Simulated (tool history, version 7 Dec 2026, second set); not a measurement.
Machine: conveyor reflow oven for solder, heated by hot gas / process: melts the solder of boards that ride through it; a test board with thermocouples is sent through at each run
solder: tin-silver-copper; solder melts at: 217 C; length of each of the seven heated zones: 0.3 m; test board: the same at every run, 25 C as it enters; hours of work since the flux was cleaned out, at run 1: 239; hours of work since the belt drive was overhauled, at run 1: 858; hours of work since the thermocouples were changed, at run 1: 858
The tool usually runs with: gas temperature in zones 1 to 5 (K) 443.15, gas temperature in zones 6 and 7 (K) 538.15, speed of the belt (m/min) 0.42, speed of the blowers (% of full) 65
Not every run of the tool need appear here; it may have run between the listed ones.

| run | hour | gas temperature in zones 1 to 5 (K) | gas temperature in zones 6 and 7 (K) | speed of the belt (m/min) | speed of the blowers (% of full) | hours of work since the flux was cleaned out | hours of work since the belt drive was overhauled | hours of work since the thermocouples were changed | highest temperature of the board (K) | time above the solder's melting point (s) |
|---|---|---|---|---|---|---|---|---|---|---|
| 1 | 0 | 443.15 | 538.15 | 0.42 | 65 | 239 | 858 | 858 | 520.15 | 58.7 |
| 2 | 58.6 | 446.15 | 538.15 | 0.42 | 65 | 274 | 893 | 893 | 520.65 | 60.1 |
| 3 | 91.3 | 446.15 | 538.15 | 0.42 | 65 | 293 | 912 | 912 | 520.35 | 59.3 |
|  | 142.5 | thermocouples of zones 6 and 7 changed |
| 4 | 146.3 | 446.15 | 538.15 | 0.42 | 65 | 324 | 943 | 2 | 522.95 | 61.7 |
|  | 168.5 | belt drive overhauled, speed set with a stopwatch |
| 5 | 207.3 | 443.15 | 538.15 | 0.42 | 65 | 358 | 23 | 36 | 521.75 | 59 |
|  | 236.3 | flux residue cleaned out of gas plates and filters |
| 6 | 274.7 | 445.15 | 538.15 | 0.35 | 85 | 23 | 59 | 72 | 530.25 | 83.5 |
| 7 | 328.2 | 443.15 | 538.15 | 0.342 | 65 | 54 | 91 | 104 | 527.85 | 81.9 |
| 8 | 396 | 452.15 | 538.15 | 0.342 | 75 | 94 | 131 | 144 | 529.95 | 88.1 |
| 9 | 429 | 452.15 | 538.15 | 0.342 | 75 | 113 | 150 | 163 | 530.25 | 88.7 |
| 10 | 499.3 | 443.15 | 537.15 | 0.42 | 65 | 155 | 192 | 205 | 520.65 | 58.6 |

Pick out some run-to-run changes in highest temperature of the board (K). Of each, how much would a tool without hidden state show as well, from the settings, what came in and chance, and how much is left for the hidden state and any gauge scatter not in both results compared?
The tool's hidden condition here consists of: heat that the gas passes to the board, % of a clean oven's; belt's true speed, % of the reading; true gas temperature in zones 6 and 7 over the reading, C; drift of the gauge itself on peak_c, C; drift of the gauge itself on liquid_s, %.
Run 3 -> 4: thermocouples of zones 6 and 7 changed. highest temperature of the board (K) +2.6: hidden state +2.6, all else +0.
Run 9 -> 10: gas temperature in zones 1 to 5 (K) 452.15 -> 443.15, gas temperature in zones 6 and 7 (K) 538.15 -> 537.15, speed of the belt (m/min) 0.342 -> 0.42, speed of the blowers (% of full) 75 -> 65. highest temperature of the board (K) -9.6: hidden state -0.3, all else -9.3.
